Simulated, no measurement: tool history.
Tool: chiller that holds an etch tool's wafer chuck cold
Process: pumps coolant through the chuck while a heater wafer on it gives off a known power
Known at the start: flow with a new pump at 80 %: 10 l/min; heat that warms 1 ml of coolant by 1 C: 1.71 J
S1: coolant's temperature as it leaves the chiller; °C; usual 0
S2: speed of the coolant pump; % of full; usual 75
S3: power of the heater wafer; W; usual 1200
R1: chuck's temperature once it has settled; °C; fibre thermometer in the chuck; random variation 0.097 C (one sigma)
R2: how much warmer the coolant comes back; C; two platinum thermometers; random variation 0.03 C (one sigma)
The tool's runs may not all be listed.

Run 1, hour 0: usual settings. Result: R1 9.87 °C, R2 4.58 C.
Run 2, hour 114.6: usual settings. Result: R1 9.77 °C, R2 4.59 C.
Run 3, hour 245.9: usual settings. Result: R1 9.95 °C, R2 4.59 C.
Run 4, hour 352.9: usual settings but S2 71 % of full. Result: R1 10.16 °C, R2 4.86 C.
Run 5, hour 472.6: usual settings. Result: R1 9.68 °C, R2 4.55 C.
Run 6, hour 591.1: usual settings. Result: R1 9.95 °C, R2 4.58 C.
Run 7, hour 678.8: usual settings. Result: R1 9.87 °C, R2 4.63 C.
Run 8, hour 793.8: usual settings. Result: R1 9.81 °C, R2 4.62 C.
Run 9, hour 861.5: usual settings. Result: R1 9.98 °C, R2 4.65 C.
Run 10, hour 971.1: usual settings but S1 6 °C. Result: R1 15.89 °C, R2 4.65 C.
Run 11, hour 1069.9: usual settings but S1 6 °C, S2 70 % of full. Result: R1 16.57 °C, R2 5.03 C.
Run 12, hour 1139.1: usual settings but S1 6 °C, S2 70 % of full. Result: R1 16.43 °C, R2 5.04 C.
Run 13, hour 1258.6: usual settings. Result: R1 10.15 °C, R2 4.72 C.
Run 14, hour 1350.4: usual settings. Result: R1 10.12 °C, R2 4.61 C.
At hour 1365.1: chiller's thermometer calibrated.
Run 15, hour 1454.9: usual settings. Result: R1 10.14 °C, R2 4.58 C.
Run 16, hour 1546.4: usual settings. Result: R1 10.29 °C, R2 4.7 C.
Run 17, hour 1689: usual settings. Result: R1 10.18 °C, R2 4.64 C.
Run 18, hour 1833.8: usual settings. Result: R1 10.39 °C, R2 4.7 C.
Run 19, hour 1940.6: usual settings but S3 1773 W. Result: R1 15.1 °C, R2 6.9 C.
At hour 1992.9: chiller's thermometer calibrated, once more.
Run 20, hour 2059.4: usual settings but S1 6 °C, S2 87 % of full, S3 1113 W. Result: R1 14.42 °C, R2 3.76 C.
Run 21, hour 2179.7: usual settings but S1 1 °C, S2 92 % of full. Result: R1 9.6 °C, R2 3.74 C.
Run 22, hour 2301.3: usual settings but S1 1 °C, S2 92 % of full. Result: R1 9.86 °C, R2 3.8 C.
At hour 2376: coolant changed, channels flushed.
Run 23, hour 2377.5: usual settings but S1 -6 °C, S2 74 % of full. Result: R1 2.91 °C, R2 4.75 C.
Run 24, hour 2441.6: usual settings but S1 -6 °C, S2 74 % of full. Result: R1 3 °C, R2 4.79 C.
Run 25, hour 2545.8: usual settings but S1 2 °C, S2 99 % of full, S3 644 W. Result: R1 5.97 °C, R2 1.84 C.
Run 26, hour 2679.5: usual settings but S1 4 °C, S2 82 % of full, S3 786 W. Result: R1 9.6 °C, R2 2.79 C.
Run 27, hour 2798: usual settings but S1 4 °C, S2 82 % of full, S3 786 W. Result: R1 9.5 °C, R2 2.83 C.
Run 28, hour 2934.8: usual settings but S3 1435 W. Result: R1 10.81 °C, R2 5.64 C.
Run 29, hour 3037.3: usual settings but S1 7 °C, S2 78 % of full, S3 1546 W. Result: R1 18.35 °C, R2 5.84 C.
Run 30, hour 3144.8: usual settings but S1 7 °C, S2 78 % of full, S3 1546 W. Result: R1 18.37 °C, R2 5.76 C.
Run 31, hour 3293.2: usual settings but S1 -1 °C, S2 63 % of full, S3 977 W. Result: R1 7.38 °C, R2 4.63 C.
Run 32, hour 3381.6: usual settings but S1 -3 °C, S2 86 % of full, S3 1567 W. Result: R1 7.78 °C, R2 5.31 C.

3 ways to go on from here, each from the tool as it stands after run 32. What would each give?
Run A, hour 3479.5: usual settings but S3 1308 W. Result: R1 ?, R2 ?.
Run B, hour 3479.5: usual settings but S1 8 °C, S2 87 % of full, S3 1286 W. Result: R1 ?, R2 ?.
Run C, hour 3479.5: usual settings but S1 -3 °C, S2 76 % of full, S3 1567 W. Result: R1 ?, R2 ?.

run     R1    R2
  A   10.1   5.2
  B  16.99  4.33
  C   8.72  6.06
Without the tool's hidden state the same runs would have given:
run     R1    R2
  A   9.49  4.96
  B  16.43  4.13
  C   8.04  5.78

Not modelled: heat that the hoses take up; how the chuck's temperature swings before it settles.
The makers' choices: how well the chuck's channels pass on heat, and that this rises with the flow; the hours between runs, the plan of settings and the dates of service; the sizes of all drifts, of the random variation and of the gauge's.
